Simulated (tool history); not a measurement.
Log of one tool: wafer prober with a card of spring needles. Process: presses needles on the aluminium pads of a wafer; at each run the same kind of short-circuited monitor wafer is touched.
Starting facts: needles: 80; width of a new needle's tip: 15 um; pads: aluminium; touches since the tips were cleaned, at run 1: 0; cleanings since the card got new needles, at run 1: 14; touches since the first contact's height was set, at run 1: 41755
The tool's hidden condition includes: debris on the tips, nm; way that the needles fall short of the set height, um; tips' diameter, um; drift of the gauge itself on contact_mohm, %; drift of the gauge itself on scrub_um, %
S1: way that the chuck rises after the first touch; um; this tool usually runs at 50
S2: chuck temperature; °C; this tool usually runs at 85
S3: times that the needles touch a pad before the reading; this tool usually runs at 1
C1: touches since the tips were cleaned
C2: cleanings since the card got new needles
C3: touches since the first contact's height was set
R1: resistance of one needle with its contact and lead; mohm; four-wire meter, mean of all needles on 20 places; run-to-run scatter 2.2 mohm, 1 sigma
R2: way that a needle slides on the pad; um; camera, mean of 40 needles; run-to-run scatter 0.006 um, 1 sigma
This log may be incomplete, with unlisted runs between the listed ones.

| run | hour | S1 | S2 | S3 | C1 | C2 | C3 | R1 | R2 |
|---|---|---|---|---|---|---|---|---|---|
| 1 | 0.0 | 50 | 85 | 1 | 0 | 14 | 41755 | 253 | 7.512 |
| 2 | 29.1 | 50 | 85 | 1 | 5476 | 14 | 47231 | 326 | 7.525 |
|  | 43.0 | tips cleaned on abrasive film |
| 3 | 65.2 | 50 | 85 | 1 | 4177 | 15 | 54025 | 326 | 7.504 |
|  | 85.5 | tips cleaned on abrasive film |
| 4 | 108.9 | 50 | 62 | 1 | 4410 | 16 | 62246 | 314 | 7.498 |
|  | 127.0 | tips cleaned on abrasive film |
| 5 | 147.0 | 50 | 62 | 1 | 3783 | 17 | 69408 | 315 | 7.479 |
|  | 168.9 | tips cleaned on abrasive film |
| 6 | 188.1 | 50 | 62 | 1 | 3618 | 18 | 77133 | 308 | 7.471 |
|  | 204.9 | height of the first contact set anew |
|  | 210.4 | tips cleaned on abrasive film |
| 7 | 236.7 | 50 | 85 | 1 | 4957 | 19 | 5984 | 330 | 7.406 |
|  | 252.0 | tips cleaned on abrasive film |
| 8 | 278.4 | 50 | 85 | 1 | 4979 | 20 | 13818 | 332 | 7.391 |
|  | 294.9 | tips cleaned on abrasive film |
| 9 | 324.7 | 50 | 58 | 1 | 5602 | 21 | 22515 | 331 | 7.376 |
|  | 337.2 | tips cleaned on abrasive film |
|  | 356.8 | height of the first contact set anew, once more |
| 10 | 365.8 | 50 | 58 | 1 | 5322 | 22 | 1690 | 330 | 7.581 |
|  | 378.8 | tips cleaned on abrasive film |
| 11 | 418.3 | 50 | 58 | 1 | 7443 | 23 | 11559 | 335 | 7.560 |
|  | 422.9 | tips cleaned on abrasive film |
| 12 | 447.1 | 50 | 58 | 1 | 4565 | 24 | 16975 | 324 | 7.549 |
|  | 463.9 | tips cleaned on abrasive film |
| 13 | 485.9 | 50 | 58 | 1 | 4137 | 25 | 24260 | 318 | 7.540 |
|  | 505.3 | tips cleaned on abrasive film |
| 14 | 524.4 | 50 | 58 | 1 | 3594 | 26 | 31496 | 310 | 7.533 |
|  | 549.9 | tips cleaned on abrasive film |
| 15 | 565.7 | 33 | 85 | 1 | 2978 | 27 | 39266 | 384 | 4.936 |
|  | 592.0 | tips cleaned on abrasive film |
| 16 | 597.4 | 33 | 85 | 1 | 1009 | 28 | 45218 | 313 | 4.937 |
|  | 636.5 | tips cleaned on abrasive film |
| 17 | 640.4 | 33 | 85 | 1 | 746 | 29 | 53315 | 302 | 4.905 |
|  | 677.6 | tips cleaned on abrasive film |
| 18 | 684.3 | 36 | 52 | 1 | 1270 | 30 | 61563 | 309 | 5.358 |
|  | 718.1 | tips cleaned on abrasive film |
| 19 | 723.2 | 39 | 115 | 1 | 971 | 31 | 68877 | 307 | 5.795 |
|  | 760.7 | tips cleaned on abrasive film |
| 20 | 760.7 | 39 | 115 | 1 | 0 | 32 | 75918 | 272 | 5.786 |
|  | 783.9 | height of the first contact set anew |
| 21 | 794.4 | 39 | 115 | 1 | 6297 | 32 | 1976 | 392 | 5.900 |
|  | 801.4 | tips cleaned on abrasive film |
|  | 842.1 | tips cleaned on abrasive film |
| 22 | 842.1 | 40 | 26 | 3 | 0 | 34 | 10929 | 235 | 6.035 |
| 23 | 869.0 | 42 | 85 | 2 | 5066 | 34 | 15995 | 316 | 6.336 |
|  | 883.8 | tips cleaned on abrasive film |
| 24 | 914.3 | 39 | 27 | 1 | 5738 | 35 | 24514 | 390 | 5.879 |
|  | 926.3 | tips cleaned on abrasive film |
| 25 | 957.5 | 50 | 43 | 1 | 5884 | 36 | 32636 | 327 | 7.529 |

Take each entry between the runs: how does the hidden state at the last listed run before it differ from the hidden state at the first listed run after it?
In the gap between runs 2 and 3: tips cleaned on abrasive film (hour 43.0)
  debris on the tips, nm: 77.9 -> 70.7; way that the needles fall short of the set height, um: 0.37 -> 0.47; tips' diameter, um: 15.4 -> 15.44
  difference, measured minus the result without the unlogged condition, R1: +85 -> +79 mohm; R2: -0.056 -> -0.072 um
In the gap between runs 3 and 4: tips cleaned on abrasive film (hour 85.5)
  debris on the tips, nm: 70.7 -> 69.5; way that the needles fall short of the set height, um: 0.47 -> 0.53; tips' diameter, um: 15.44 -> 15.46
  difference, measured minus the result without the unlogged condition, R1: +79 -> +79 mohm; R2: -0.072 -> -0.081 um
In the gap between runs 4 and 5: tips cleaned on abrasive film (hour 127.0)
  debris on the tips, nm: 69.5 -> 65.3; way that the needles fall short of the set height, um: 0.53 -> 0.63; tips' diameter, um: 15.46 -> 15.5
  difference, measured minus the result without the unlogged condition, R1: +79 -> +76 mohm; R2: -0.081 -> -0.096 um
In the gap between runs 5 and 6: tips cleaned on abrasive film (hour 168.9)
  debris on the tips, nm: 65.3 -> 64.1; way that the needles fall short of the set height, um: 0.63 -> 0.69; tips' diameter, um: 15.5 -> 15.52
  difference, measured minus the result without the unlogged condition, R1: +76 -> +75 mohm; R2: -0.096 -> -0.104 um
In the gap between runs 6 and 7: height of the first contact set anew (hour 204.9); tips cleaned on abrasive film (hour 210.4)
  debris on the tips, nm: 64.1 -> 72.3; way that the needles fall short of the set height, um: 0.69 -> 1.13; tips' diameter, um: 15.52 -> 15.55
  difference, measured minus the result without the unlogged condition, R1: +75 -> +84 mohm; R2: -0.104 -> -0.171 um
In the gap between runs 7 and 8: tips cleaned on abrasive film (hour 252.0)
  debris on the tips, nm: 72.3 -> 73.5; way that the needles fall short of the set height, um: 1.13 -> 1.2; tips' diameter, um: 15.55 -> 15.58
  difference, measured minus the result without the unlogged condition, R1: +84 -> +87 mohm; R2: -0.171 -> -0.183 um
In the gap between runs 8 and 9: tips cleaned on abrasive film (hour 294.9)
  debris on the tips, nm: 73.5 -> 77.5; way that the needles fall short of the set height, um: 1.2 -> 1.29; tips' diameter, um: 15.58 -> 15.61
  difference, measured minus the result without the unlogged condition, R1: +87 -> +94 mohm; R2: -0.183 -> -0.194 um
In the gap between runs 9 and 10: tips cleaned on abrasive film (hour 337.2); height of the first contact set anew, once more (hour 356.8)
  debris on the tips, nm: 77.5 -> 79.5; way that the needles fall short of the set height, um: 1.29 -> 0; tips' diameter, um: 15.61 -> 15.64
  difference, measured minus the result without the unlogged condition, R1: +94 -> +93 mohm; R2: -0.194 -> +0.000 um
In the gap between runs 10 and 11: tips cleaned on abrasive film (hour 378.8)
  debris on the tips, nm: 79.5 -> 87.9; way that the needles fall short of the set height, um: 0 -> 0.1; tips' diameter, um: 15.64 -> 15.67
  difference, measured minus the result without the unlogged condition, R1: +93 -> +102 mohm; R2: +0.000 -> -0.015 um
In the gap between runs 11 and 12: tips cleaned on abrasive film (hour 422.9)
  debris on the tips, nm: 87.9 -> 70.5; way that the needles fall short of the set height, um: 0.1 -> 0.19; tips' diameter, um: 15.67 -> 15.7
  difference, measured minus the result without the unlogged condition, R1: +102 -> +83 mohm; R2: -0.015 -> -0.029 um
In the gap between runs 12 and 13: tips cleaned on abrasive film (hour 463.9)
  debris on the tips, nm: 70.5 -> 67.4; way that the needles fall short of the set height, um: 0.19 -> 0.25; tips' diameter, um: 15.7 -> 15.72
  difference, measured minus the result without the unlogged condition, R1: +83 -> +80 mohm; R2: -0.029 -> -0.037 um
In the gap between runs 13 and 14: tips cleaned on abrasive film (hour 505.3)
  debris on the tips, nm: 67.4 -> 60; way that the needles fall short of the set height, um: 0.25 -> 0.3; tips' diameter, um: 15.72 -> 15.74
  difference, measured minus the result without the unlogged condition, R1: +80 -> +72 mohm; R2: -0.037 -> -0.046 um
In the gap between runs 14 and 15: tips cleaned on abrasive film (hour 549.9)
  debris on the tips, nm: 60 -> 54.1; way that the needles fall short of the set height, um: 0.3 -> 0.39; tips' diameter, um: 15.74 -> 15.77
  difference, measured minus the result without the unlogged condition, R1: +72 -> +135 mohm; R2: -0.046 -> -0.060 um
In the gap between runs 15 and 16: tips cleaned on abrasive film (hour 592.0)
  debris on the tips, nm: 54.1 -> 24; way that the needles fall short of the set height, um: 0.39 -> 0.47; tips' diameter, um: 15.77 -> 15.8
  difference, measured minus the result without the unlogged condition, R1: +135 -> +61 mohm; R2: -0.060 -> -0.071 um
In the gap between runs 16 and 17: tips cleaned on abrasive film (hour 636.5)
  debris on the tips, nm: 24 -> 20.6; way that the needles fall short of the set height, um: 0.47 -> 0.57; tips' diameter, um: 15.8 -> 15.83
  difference, measured minus the result without the unlogged condition, R1: +61 -> +53 mohm; R2: -0.071 -> -0.086 um
In the gap between runs 17 and 18: tips cleaned on abrasive film (hour 677.6)
  debris on the tips, nm: 20.6 -> 30.1; way that the needles fall short of the set height, um: 0.57 -> 0.67; tips' diameter, um: 15.83 -> 15.87
  difference, measured minus the result without the unlogged condition, R1: +53 -> +69 mohm; R2: -0.086 -> -0.102 um
In the gap between runs 18 and 19: tips cleaned on abrasive film (hour 718.1)
  debris on the tips, nm: 30.1 -> 28.6; way that the needles fall short of the set height, um: 0.67 -> 0.76; tips' diameter, um: 15.87 -> 15.9
  difference, measured minus the result without the unlogged condition, R1: +69 -> +52 mohm; R2: -0.102 -> -0.115 um
In the gap between runs 19 and 20: tips cleaned on abrasive film (hour 760.7)
  debris on the tips, nm: 28.6 -> 6.1; way that the needles fall short of the set height, um: 0.76 -> 0.83; tips' diameter, um: 15.9 -> 15.93
  difference, measured minus the result without the unlogged condition, R1: +52 -> +12 mohm; R2: -0.115 -> -0.127 um
In the gap between runs 20 and 21: height of the first contact set anew (hour 783.9)
  debris on the tips, nm: 6.1 -> 80.1; way that the needles fall short of the set height, um: 0.83 -> 0
  difference, measured minus the result without the unlogged condition, R1: +12 -> +138 mohm; R2: -0.127 -> +0.000 um
In the gap between runs 21 and 22: tips cleaned on abrasive film (hour 801.4); tips cleaned on abrasive film (hour 842.1)
  debris on the tips, nm: 80.1 -> 3.8; way that the needles fall short of the set height, um: 0 -> 0.14; tips' diameter, um: 15.93 -> 15.97
  difference, measured minus the result without the unlogged condition, R1: +138 -> +4 mohm; R2: +0.000 -> -0.020 um
In the gap between runs 23 and 24: tips cleaned on abrasive film (hour 883.8)
  debris on the tips, nm: 72.1 -> 79.4; way that the needles fall short of the set height, um: 0.14 -> 0.2; tips' diameter, um: 15.97 -> 16
  difference, measured minus the result without the unlogged condition, R1: +69 -> +158 mohm; R2: -0.020 -> -0.031 um
In the gap between runs 24 and 25: tips cleaned on abrasive film (hour 926.3)
  debris on the tips, nm: 79.4 -> 79.1; way that the needles fall short of the set height, um: 0.2 -> 0.27; tips' diameter, um: 16 -> 16.02
  difference, measured minus the result without the unlogged condition, R1: +158 -> +97 mohm; R2: -0.031 -> -0.041 um
